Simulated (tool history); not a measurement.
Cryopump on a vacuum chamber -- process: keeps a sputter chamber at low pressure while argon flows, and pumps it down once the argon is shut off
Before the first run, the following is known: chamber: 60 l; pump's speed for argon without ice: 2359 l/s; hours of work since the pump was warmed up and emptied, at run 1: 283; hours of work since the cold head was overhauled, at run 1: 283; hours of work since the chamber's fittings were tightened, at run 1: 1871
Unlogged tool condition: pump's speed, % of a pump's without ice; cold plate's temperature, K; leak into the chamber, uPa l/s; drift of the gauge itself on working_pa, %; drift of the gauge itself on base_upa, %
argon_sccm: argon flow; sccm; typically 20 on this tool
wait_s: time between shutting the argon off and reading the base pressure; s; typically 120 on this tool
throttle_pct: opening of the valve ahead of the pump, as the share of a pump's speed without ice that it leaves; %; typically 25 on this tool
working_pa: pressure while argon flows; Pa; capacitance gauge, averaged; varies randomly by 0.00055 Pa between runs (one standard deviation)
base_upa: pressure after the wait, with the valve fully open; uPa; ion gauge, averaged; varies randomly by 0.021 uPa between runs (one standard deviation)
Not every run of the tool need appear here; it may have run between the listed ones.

| run | hour | argon_sccm | wait_s | throttle_pct | hours of work since the pump was warmed up and emptied | hours of work since the cold head was overhauled | hours of work since the chamber's fittings were tightened | working_pa | base_upa |
|---|---|---|---|---|---|---|---|---|---|
| 1 | 0 | 20 | 120 | 25 | 283 | 283 | 1871 | 0.0595 | 1.52 |
| 2 | 24.2 | 20 | 120 | 25 | 298 | 298 | 1886 | 0.0593 | 1.51 |
| 3 | 45.6 | 20 | 120 | 25 | 311 | 311 | 1900 | 0.059 | 1.51 |
| 4 | 66.2 | 20 | 120 | 25 | 324 | 324 | 1912 | 0.0589 | 1.5 |
| 5 | 96.3 | 20 | 120 | 25 | 343 | 343 | 1931 | 0.0595 | 1.54 |
| 6 | 134.6 | 20 | 120 | 25 | 367 | 367 | 1955 | 0.0595 | 1.6 |
| 7 | 163.6 | 20 | 120 | 25 | 385 | 385 | 1973 | 0.0606 | 1.55 |
| 8 | 196.3 | 20 | 120 | 25 | 405 | 405 | 1994 | 0.0594 | 1.62 |
| 9 | 217 | 20 | 120 | 25 | 418 | 418 | 2006 | 0.0597 | 1.6 |
| 10 | 259.4 | 20 | 120 | 25 | 445 | 445 | 2033 | 0.0595 | 1.63 |
| 11 | 292.9 | 22 | 120 | 25 | 466 | 466 | 2054 | 0.065 | 1.66 |
| 12 | 324.2 | 22 | 120 | 25 | 485 | 485 | 2073 | 0.0667 | 1.7 |
| 13 | 352.9 | 22 | 120 | 25 | 503 | 503 | 2091 | 0.0661 | 1.74 |
| 14 | 374.5 | 22 | 120 | 25 | 516 | 516 | 2105 | 0.0661 | 1.75 |
| 15 | 415 | 20 | 120 | 25 | 542 | 542 | 2130 | 0.0607 | 1.73 |
| 16 | 447.1 | 20 | 120 | 25 | 562 | 562 | 2150 | 0.061 | 1.76 |
| 17 | 479.1 | 20 | 120 | 25 | 582 | 582 | 2170 | 0.0619 | 1.79 |
| 18 | 517.1 | 23 | 29 | 21 | 605 | 605 | 2194 | 0.0825 | 2.98 |
| 19 | 542.1 | 23 | 29 | 21 | 621 | 621 | 2209 | 0.0827 | 3.03 |
| 20 | 576.2 | 23 | 29 | 21 | 642 | 642 | 2230 | 0.0827 | 3.03 |
| 21 | 621 | 9 | 229 | 23 | 670 | 670 | 2258 | 0.0306 | 1.66 |
| 22 | 640.6 | 9 | 229 | 23 | 682 | 682 | 2271 | 0.0306 | 1.67 |

Run 23, settings as shown, results not yet in. Your forecast:
| 23 | 686.1 | 37 | 229 | 28 | 711 | 711 | 2299 | ? | ? |

{"run 23": {"working_pa": 0.1039, "base_upa": 1.84}}
On a tool with no hidden condition, and with the same random variation, this run would have come out at working_pa 0.0952 Pa, base_upa 0.36 uPa.
